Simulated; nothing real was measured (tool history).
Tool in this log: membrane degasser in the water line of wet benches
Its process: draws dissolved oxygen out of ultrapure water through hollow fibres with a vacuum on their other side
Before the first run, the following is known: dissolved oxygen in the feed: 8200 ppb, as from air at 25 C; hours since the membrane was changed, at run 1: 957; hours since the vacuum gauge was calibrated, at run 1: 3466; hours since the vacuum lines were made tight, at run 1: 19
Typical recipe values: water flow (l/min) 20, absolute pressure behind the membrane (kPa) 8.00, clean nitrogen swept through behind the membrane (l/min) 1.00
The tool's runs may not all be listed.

run	hour	water flow (l/min)	absolute pressure behind the membrane (kPa)	clean nitrogen swept through behind the membrane (l/min)	hours since the membrane was changed	hours since the vacuum gauge was calibrated	hours since the vacuum lines were made tight	dissolved oxygen in the water behind the degasser (ppb)	pressure that the water loses in the fibres (kPa)
1	0.0	20	8.00	1.00	957	3466	19	385.9	55.82
2	45.0	20	8.00	1.00	1002	3511	64	379.4	56.13
3	90.9	20	8.00	1.00	1047	3557	110	383.8	55.68
4	139.3	20	8.00	1.00	1096	3606	158	392.0	56.26
5	173.6	20	8.00	1.00	1130	3640	193	387.6	55.80
6	199.4	20	8.00	1.00	1156	3666	218	382.1	55.72
7	232.0	20	18.37	1.00	1189	3698	251	784.4	56.45
8	283.3	20	8.00	1.00	1240	3750	302	385.0	55.98
9	319.7	20	8.00	1.00	1276	3786	339	382.7	56.02
10	346.6	20	8.00	1.00	1303	3813	366	389.7	56.17
11	389.4	18	8.00	1.00	1346	3856	408	334.3	50.46
12	419.5	18	8.00	1.00	1376	3886	438	333.0	50.50
13	479.5	17	8.00	1.00	1436	3946	498	308.5	47.94
14	539.7	17	8.00	1.00	1496	4006	559	310.6	47.71
15	578.1	17	8.00	1.00	1535	4044	597	304.5	47.12
16	618.9	17	8.00	1.00	1576	4085	638	311.5	47.81
17	653.1	20	8.00	1.00	1610	4119	672	395.3	56.02
18	683.2	17	8.67	2.21	1640	4149	702	226.0	47.81
19	727.9	16	13.83	0.68	1684	4194	747	624.3	44.91
20	771.4	16	13.83	0.68	1728	4238	790	626.3	44.93
# hour 774.5: vacuum gauge calibrated
21	804.0	18	8.59	0.79	1760	30	823	415.9	50.64
22	860.3	18	8.59	0.79	1816	86	879	418.5	50.65
23	918.7	27	4.98	1.00	1875	144	937	440.5	75.56
24	974.5	27	4.98	1.00	1931	200	993	442.0	76.38
# hour 1014.4: vacuum gauge calibrated, once more
25	1014.5	15	16.98	1.25	1970	0	1032	447.0	42.26
26	1061.4	15	9.60	0.54	2017	47	1079	448.7	42.13
27	1113.0	15	6.47	0.54	2069	99	1131	285.6	42.02
28	1141.0	27	9.85	1.00	2097	127	1159	657.1	76.13
29	1200.8	15	9.85	2.41	2156	186	1219	190.0	42.24
30	1244.0	22	15.38	1.00	2200	230	1262	746.3	62.10
31	1302.9	20	7.06	0.93	2258	288	1321	350.5	56.50
32	1331.5	17	10.82	0.93	2287	317	1350	415.9	47.77
33	1375.3	17	10.82	0.93	2331	361	1393	421.4	48.24

Hidden condition of the tool, last listed run before each entry between runs versus first listed run after:
After run 20, before run 21: vacuum gauge calibrated (hour 774.5)
  true pressure behind the membrane over the reading, kPa: 0.29 -> 0.41
  what was measured, less what the result would be without the hidden state, dissolved oxygen in the water behind the degasser (ppb): +17.8 -> +24.9; pressure that the water loses in the fibres (kPa): +0.47 -> +0.54
After run 24, before run 25: vacuum gauge calibrated, once more (hour 1014.4)
  true pressure behind the membrane over the reading, kPa: 0.42 -> 0.02
  what was measured, less what the result would be without the hidden state, dissolved oxygen in the water behind the degasser (ppb): +34.6 -> +5.4; pressure that the water loses in the fibres (kPa): +0.90 -> +0.51
